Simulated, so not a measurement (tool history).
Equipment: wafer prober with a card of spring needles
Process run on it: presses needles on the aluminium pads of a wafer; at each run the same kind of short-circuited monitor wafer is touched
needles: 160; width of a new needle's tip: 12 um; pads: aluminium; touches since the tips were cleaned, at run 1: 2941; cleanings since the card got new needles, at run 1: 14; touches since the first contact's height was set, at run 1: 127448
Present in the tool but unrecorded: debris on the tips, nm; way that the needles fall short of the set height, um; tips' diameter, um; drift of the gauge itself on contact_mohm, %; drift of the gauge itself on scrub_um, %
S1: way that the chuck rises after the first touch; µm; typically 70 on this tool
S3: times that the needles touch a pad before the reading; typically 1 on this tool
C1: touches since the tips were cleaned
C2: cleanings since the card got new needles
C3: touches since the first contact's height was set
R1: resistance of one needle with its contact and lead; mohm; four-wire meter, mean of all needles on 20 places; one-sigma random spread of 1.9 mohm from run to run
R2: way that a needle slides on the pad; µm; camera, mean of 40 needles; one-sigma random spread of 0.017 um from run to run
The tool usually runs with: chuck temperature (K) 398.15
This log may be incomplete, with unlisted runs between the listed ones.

Run 1, hour 0.0: usual settings; C1 2941; C2 14; C3 127448. Result: R1 200 mohm, R2 13.31 µm.
At hour 15.2: tips cleaned on abrasive film.
Run 2, hour 17.2: usual settings but chuck temperature (K) 303.15; C1 640; C2 15; C3 132878. Result: R1 179 mohm, R2 13.30 µm.
Run 3, hour 35.8: usual settings but chuck temperature (K) 303.15; C1 6566; C2 15; C3 138804. Result: R1 181 mohm, R2 13.34 µm.
At hour 40.6: tips cleaned on abrasive film.
Run 4, hour 49.3: usual settings but chuck temperature (K) 303.15; C1 2749; C2 16; C3 143044. Result: R1 176 mohm, R2 13.32 µm.
Run 5, hour 62.7: usual settings but chuck temperature (K) 303.15; C1 7015; C2 16; C3 147310. Result: R1 179 mohm, R2 13.34 µm.
At hour 65.7: tips cleaned on abrasive film.
Run 6, hour 70.9: usual settings but chuck temperature (K) 303.15; C1 1650; C2 17; C3 149872. Result: R1 178 mohm, R2 13.30 µm.
Run 7, hour 80.3: usual settings; C1 4650; C2 17; C3 152872. Result: R1 198 mohm, R2 13.33 µm.
At hour 90.5: tips cleaned on abrasive film.
Run 8, hour 97.7: usual settings; C1 2301; C2 18; C3 158374. Result: R1 197 mohm, R2 13.34 µm.
At hour 114.7: tips cleaned on abrasive film.
Run 9, hour 117.5: usual settings; C1 892; C2 19; C3 164617. Result: R1 197 mohm, R2 13.32 µm.
Run 10, hour 131.0: usual settings; C1 5193; C2 19; C3 168918. Result: R1 194 mohm, R2 13.34 µm.
At hour 140.1: tips cleaned on abrasive film.
Run 11, hour 143.8: usual settings; C1 1196; C2 20; C3 172962. Result: R1 197 mohm, R2 13.35 µm.
Run 12, hour 160.6: usual settings; C1 6527; C2 20; C3 178293. Result: R1 196 mohm, R2 13.34 µm.
At hour 164.6: tips cleaned on abrasive film.
Run 13, hour 174.6: usual settings but S1 88 µm; C1 3177; C2 21; C3 182712. Result: R1 194 mohm, R2 16.75 µm.
At hour 190.2: tips cleaned on abrasive film.
Run 14, hour 191.4: usual settings but S1 88 µm; C1 386; C2 22; C3 188023. Result: R1 191 mohm, R2 16.74 µm.
Run 15, hour 205.7: usual settings but S1 88 µm, chuck temperature (K) 302.15; C1 4921; C2 22; C3 192558. Result: R1 172 mohm, R2 16.76 µm.
At hour 214.3: tips cleaned on abrasive film.
Run 16, hour 214.6: usual settings; C1 91; C2 23; C3 195352. Result: R1 195 mohm, R2 13.32 µm.
Run 17, hour 227.3: usual settings but S3 2; C1 4124; C2 23; C3 199385. Result: R1 196 mohm, R2 13.34 µm.
At hour 238.5: tips cleaned on abrasive film.
Run 18, hour 246.2: usual settings but S3 2; C1 2456; C2 24; C3 205354. Result: R1 199 mohm, R2 13.34 µm.
Run 19, hour 259.7: usual settings but chuck temperature (K) 325.15; C1 6746; C2 24; C3 209644. Result: R1 183 mohm, R2 13.34 µm.
At hour 263.5: tips cleaned on abrasive film.
Run 20, hour 270.0: usual settings but chuck temperature (K) 325.15; C1 2068; C2 25; C3 212889. Result: R1 182 mohm, R2 13.33 µm.
At hour 281.2: height of the first contact set anew.
Run 21, hour 282.4: usual settings but chuck temperature (K) 325.15; C1 5920; C2 25; C3 386. Result: R1 185 mohm, R2 13.33 µm.
At hour 289.0: tips cleaned on abrasive film.
Run 22, hour 294.2: usual settings but S1 77 µm, chuck temperature (K) 309.15; C1 1640; C2 26; C3 4083. Result: R1 177 mohm, R2 14.69 µm.
Run 23, hour 309.6: usual settings but S1 77 µm, chuck temperature (K) 309.15; C1 6554; C2 26; C3 8997. Result: R1 178 mohm, R2 14.69 µm.
At hour 313.4: tips cleaned on abrasive film.
Run 24, hour 327.2: usual settings but S1 60 µm, chuck temperature (K) 345.15; C1 4382; C2 27; C3 14560. Result: R1 188 mohm, R2 11.41 µm.
At hour 337.6: tips cleaned on abrasive film.
Run 25, hour 344.7: usual settings but S1 51 µm, chuck temperature (K) 345.15; C1 2253; C2 28; C3 20085. Result: R1 191 mohm, R2 9.72 µm.
Run 26, hour 359.3: usual settings but S1 51 µm, chuck temperature (K) 345.15; C1 6902; C2 28; C3 24734. Result: R1 195 mohm, R2 9.72 µm.
At hour 361.9: tips cleaned on abrasive film.
Run 27, hour 375.4: usual settings but S1 51 µm, chuck temperature (K) 322.15, S3 3; C1 4305; C2 29; C3 29812. Result: R1 187 mohm, R2 9.72 µm.
At hour 386.4: tips cleaned on abrasive film.
Run 28, hour 390.7: usual settings but S1 51 µm, chuck temperature (K) 322.15, S3 3; C1 1353; C2 30; C3 34624. Result: R1 190 mohm, R2 9.72 µm.
Run 29, hour 409.3: usual settings but S1 65 µm, chuck temperature (K) 322.15, S3 3; C1 7262; C2 30; C3 40533. Result: R1 179 mohm, R2 12.38 µm.
At hour 410.5: tips cleaned on abrasive film.
Run 30, hour 423.7: usual settings but S1 52 µm; C1 4176; C2 31; C3 45077. Result: R1 205 mohm, R2 9.91 µm.
Run 31, hour 433.1: usual settings but S1 77 µm, chuck temperature (K) 390.15; C1 7183; C2 31; C3 48084. Result: R1 191 mohm, R2 14.66 µm.
At hour 434.7: tips cleaned on abrasive film.
Run 32, hour 445.7: usual settings but chuck temperature (K) 339.15; C1 3470; C2 32; C3 52033. Result: R1 186 mohm, R2 13.35 µm.
At hour 460.3: tips cleaned on abrasive film.
Run 33, hour 462.8: usual settings but S1 75 µm, chuck temperature (K) 378.15, S3 2; C1 819; C2 33; C3 57458. Result: R1 189 mohm, R2 14.26 µm.
Run 34, hour 472.2: usual settings but S1 75 µm, chuck temperature (K) 378.15, S3 2; C1 3799; C2 33; C3 60438. Result: R1 192 mohm, R2 14.29 µm.

Across each entry between runs, compare the hidden state at the last listed run before it with the hidden state at the first listed run after it:
In the gap between runs 1 and 2: tips cleaned on abrasive film (hour 15.2)
  debris on the tips, nm: 1.1 -> 0.5
In the gap between runs 3 and 4: tips cleaned on abrasive film (hour 40.6)
  debris on the tips, nm: 1.2 -> 1; way that the needles fall short of the set height, um: 0 -> 0.01
In the gap between runs 5 and 6: tips cleaned on abrasive film (hour 65.7)
  debris on the tips, nm: 1.2 -> 0.8
In the gap between runs 7 and 8: tips cleaned on abrasive film (hour 90.5)
  debris on the tips, nm: 1.1 -> 1
In the gap between runs 8 and 9: tips cleaned on abrasive film (hour 114.7)
  debris on the tips, nm: 1 -> 0.5
In the gap between runs 10 and 11: tips cleaned on abrasive film (hour 140.1)
  debris on the tips, nm: 1.2 -> 0.6
In the gap between runs 12 and 13: tips cleaned on abrasive film (hour 164.6)
  debris on the tips, nm: 1.2 -> 1
In the gap between runs 13 and 14: tips cleaned on abrasive film (hour 190.2)
  debris on the tips, nm: 1 -> 0.4
In the gap between runs 15 and 16: tips cleaned on abrasive film (hour 214.3)
  debris on the tips, nm: 1.2 -> 0.2
In the gap between runs 17 and 18: tips cleaned on abrasive film (hour 238.5)
  debris on the tips, nm: 1.1 -> 1
In the gap between runs 19 and 20: tips cleaned on abrasive film (hour 263.5)
  debris on the tips, nm: 1.2 -> 0.9
In the gap between runs 20 and 21: height of the first contact set anew (hour 281.2)
  debris on the tips, nm: 0.9 -> 1.2; way that the needles fall short of the set height, um: 0.01 -> 0
In the gap between runs 21 and 22: tips cleaned on abrasive film (hour 289.0)
  debris on the tips, nm: 1.2 -> 0.8
In the gap between runs 23 and 24: tips cleaned on abrasive film (hour 313.4)
  debris on the tips, nm: 1.2 -> 1.1
In the gap between runs 24 and 25: tips cleaned on abrasive film (hour 337.6)
  debris on the tips, nm: 1.1 -> 1
In the gap between runs 26 and 27: tips cleaned on abrasive film (hour 361.9)
  debris on the tips, nm: 1.2 -> 1.1
In the gap between runs 27 and 28: tips cleaned on abrasive film (hour 386.4)
  debris on the tips, nm: 1.1 -> 0.7
In the gap between runs 29 and 30: tips cleaned on abrasive film (hour 410.5)
  debris on the tips, nm: 1.2 -> 1.1
In the gap between runs 31 and 32: tips cleaned on abrasive film (hour 434.7)
  debris on the tips, nm: 1.2 -> 1.1
In the gap between runs 32 and 33: tips cleaned on abrasive film (hour 460.3)
  debris on the tips, nm: 1.1 -> 0.5

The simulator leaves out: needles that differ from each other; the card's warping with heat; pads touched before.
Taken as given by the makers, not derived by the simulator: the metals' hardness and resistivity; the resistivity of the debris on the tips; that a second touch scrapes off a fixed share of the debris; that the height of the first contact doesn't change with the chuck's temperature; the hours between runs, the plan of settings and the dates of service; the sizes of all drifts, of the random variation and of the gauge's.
